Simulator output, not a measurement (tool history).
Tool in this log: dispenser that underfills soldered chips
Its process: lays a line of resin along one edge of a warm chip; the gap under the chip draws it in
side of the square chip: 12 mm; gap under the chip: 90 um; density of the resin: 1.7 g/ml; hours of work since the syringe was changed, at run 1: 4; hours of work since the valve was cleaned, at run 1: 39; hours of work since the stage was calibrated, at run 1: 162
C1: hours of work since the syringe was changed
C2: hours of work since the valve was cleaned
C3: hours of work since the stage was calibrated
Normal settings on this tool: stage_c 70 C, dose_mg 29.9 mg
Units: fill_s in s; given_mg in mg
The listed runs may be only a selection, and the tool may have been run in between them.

{"run": 1, "day": 0.0, "stage_c": 70, "dose_mg": 29.9, "C1": 4, "C2": 39, "C3": 162, "fill_s": 115.9, "given_mg": 28.87}
{"day": 0.238, "done": "new syringe of resin"}
{"run": 2, "day": 0.238, "stage_c": 62, "dose_mg": 29.9, "C1": 0, "C2": 43, "C3": 166, "fill_s": 126, "given_mg": 28.91}
{"run": 3, "day": 0.471, "stage_c": 62, "dose_mg": 29.9, "C1": 4, "C2": 47, "C3": 171, "fill_s": 183.9, "given_mg": 29.01}
{"run": 4, "day": 0.638, "stage_c": 74, "dose_mg": 29.9, "C1": 8, "C2": 50, "C3": 174, "fill_s": 126.4, "given_mg": 28.64}
{"day": 0.696, "done": "new syringe of resin"}
{"run": 5, "day": 0.867, "stage_c": 77, "dose_mg": 29.9, "C1": 3, "C2": 55, "C3": 178, "fill_s": 74, "given_mg": 28.46}
{"run": 6, "day": 1.008, "stage_c": 70, "dose_mg": 29.9, "C1": 6, "C2": 57, "C3": 181, "fill_s": 134.8, "given_mg": 28.43}
{"day": 1.146, "done": "new syringe of resin"}
{"run": 7, "day": 1.208, "stage_c": 70, "dose_mg": 29.9, "C1": 1, "C2": 61, "C3": 184, "fill_s": 91.2, "given_mg": 28.31}
{"run": 8, "day": 1.325, "stage_c": 68, "dose_mg": 29.9, "C1": 3, "C2": 63, "C3": 186, "fill_s": 120.7, "given_mg": 28.32}
{"run": 9, "day": 1.546, "stage_c": 70, "dose_mg": 29.9, "C1": 8, "C2": 67, "C3": 190, "fill_s": 161.4, "given_mg": 28.06}
{"day": 1.6, "done": "new syringe of resin"}
{"run": 10, "day": 1.7, "stage_c": 70, "dose_mg": 34.6, "C1": 2, "C2": 70, "C3": 193, "fill_s": 93.7, "given_mg": 32.72}
{"run": 11, "day": 1.871, "stage_c": 70, "dose_mg": 35, "C1": 5, "C2": 73, "C3": 196, "fill_s": 125, "given_mg": 32.79}
{"day": 2.046, "done": "new syringe of resin"}
{"day": 2.158, "done": "dispensing valve cleaned and set on the balance"}
{"run": 12, "day": 2.158, "stage_c": 70, "dose_mg": 27.7, "C1": 1, "C2": 0, "C3": 201, "fill_s": 94.7, "given_mg": 27.68}
{"run": 13, "day": 2.321, "stage_c": 70, "dose_mg": 27.7, "C1": 4, "C2": 3, "C3": 204, "fill_s": 122.1, "given_mg": 27.69}
{"run": 14, "day": 2.458, "stage_c": 70, "dose_mg": 27.7, "C1": 7, "C2": 6, "C3": 206, "fill_s": 150.8, "given_mg": 27.52}
{"day": 2.542, "done": "new syringe of resin"}
{"run": 15, "day": 2.642, "stage_c": 70, "dose_mg": 27.7, "C1": 2, "C2": 9, "C3": 210, "fill_s": 98.1, "given_mg": 27.61}
{"run": 16, "day": 2.883, "stage_c": 68, "dose_mg": 29.9, "C1": 6, "C2": 13, "C3": 214, "fill_s": 156.9, "given_mg": 29.61}
{"day": 2.988, "done": "new syringe of resin"}
{"run": 17, "day": 3.162, "stage_c": 68, "dose_mg": 29.9, "C1": 3, "C2": 18, "C3": 219, "fill_s": 118.2, "given_mg": 29.47}
{"day": 3.438, "done": "new syringe of resin"}
{"run": 18, "day": 3.454, "stage_c": 74, "dose_mg": 25.5, "C1": 0, "C2": 24, "C3": 224, "fill_s": 70.3, "given_mg": 24.92}
{"run": 19, "day": 3.658, "stage_c": 75, "dose_mg": 36.9, "C1": 4, "C2": 28, "C3": 228, "fill_s": 84.6, "given_mg": 35.99}
{"run": 20, "day": 3.871, "stage_c": 56, "dose_mg": 28.2, "C1": 8, "C2": 32, "C3": 232, "fill_s": 364, "given_mg": 27.63}
{"day": 3.904, "done": "new syringe of resin"}
{"run": 21, "day": 4.083, "stage_c": 70, "dose_mg": 26.2, "C1": 3, "C2": 35, "C3": 236, "fill_s": 112.8, "given_mg": 25.36}
{"run": 22, "day": 4.321, "stage_c": 56, "dose_mg": 31.6, "C1": 8, "C2": 40, "C3": 241, "fill_s": 348.9, "given_mg": 30.7}
{"day": 4.367, "done": "new syringe of resin"}
{"run": 23, "day": 4.596, "stage_c": 77, "dose_mg": 33.3, "C1": 4, "C2": 45, "C3": 245, "fill_s": 80.8, "given_mg": 32.3}
{"run": 24, "day": 4.733, "stage_c": 61, "dose_mg": 33.7, "C1": 7, "C2": 47, "C3": 248, "fill_s": 235.5, "given_mg": 32.55}
{"day": 4.825, "done": "new syringe of resin"}
{"run": 25, "day": 5.004, "stage_c": 61, "dose_mg": 33.7, "C1": 3, "C2": 52, "C3": 253, "fill_s": 175, "given_mg": 32.07}
{"run": 26, "day": 5.221, "stage_c": 60, "dose_mg": 29.2, "C1": 7, "C2": 56, "C3": 257, "fill_s": 273.8, "given_mg": 27.83}
{"day": 5.279, "done": "new syringe of resin"}
{"run": 27, "day": 5.446, "stage_c": 80, "dose_mg": 25.6, "C1": 3, "C2": 60, "C3": 261, "fill_s": 66.7, "given_mg": 24.22}
{"run": 28, "day": 5.679, "stage_c": 73, "dose_mg": 37.8, "C1": 8, "C2": 65, "C3": 265, "fill_s": 123.9, "given_mg": 35.82}
{"day": 5.729, "done": "new syringe of resin"}
{"run": 29, "day": 5.933, "stage_c": 62, "dose_mg": 30.5, "C1": 4, "C2": 69, "C3": 270, "fill_s": 177.9, "given_mg": 28.58}
{"run": 30, "day": 6.092, "stage_c": 62, "dose_mg": 30.5, "C1": 7, "C2": 72, "C3": 273, "fill_s": 229.4, "given_mg": 28.67}
{"day": 6.188, "done": "new syringe of resin"}
{"run": 31, "day": 6.258, "stage_c": 62, "dose_mg": 30.5, "C1": 1, "C2": 75, "C3": 276, "fill_s": 138.8, "given_mg": 28.49}

Here are 4 independent what-if runs from the current tool condition. What would each one return?
{"day": 6.412, "done": "dispensing valve cleaned and set on the balance"}
{"run": "A", "day": 6.504, "stage_c": 60, "dose_mg": 33.2, "C1": 5, "C2": 2, "C3": 280, "fill_s": "?", "given_mg": "?"}
{"day": 6.412, "done": "dispensing valve cleaned and set on the balance"}
{"run": "B", "day": 6.504, "stage_c": 65, "dose_mg": 26.5, "C1": 5, "C2": 2, "C3": 280, "fill_s": "?", "given_mg": "?"}
{"day": 6.412, "done": "dispensing valve cleaned and set on the balance"}
{"run": "C", "day": 6.504, "stage_c": 63, "dose_mg": 38.7, "C1": 5, "C2": 2, "C3": 280, "fill_s": "?", "given_mg": "?"}
{"day": 6.412, "done": "dispensing valve cleaned and set on the balance"}
{"run": "D", "day": 6.504, "stage_c": 74, "dose_mg": 32.8, "C1": 5, "C2": 2, "C3": 280, "fill_s": "?", "given_mg": "?"}

run=A fill_s=207.2 given_mg=33.29
run=B fill_s=166.5 given_mg=26.34
run=C fill_s=172.9 given_mg=38.7
run=D fill_s=97 given_mg=32.86
The same runs, with their run-to-run variation unchanged, on a tool lacking any hidden condition would have given:
run=A fill_s=138 given_mg=33.3
run=B fill_s=110.9 given_mg=26.35
run=C fill_s=115.3 given_mg=38.72
run=D fill_s=64.3 given_mg=32.87
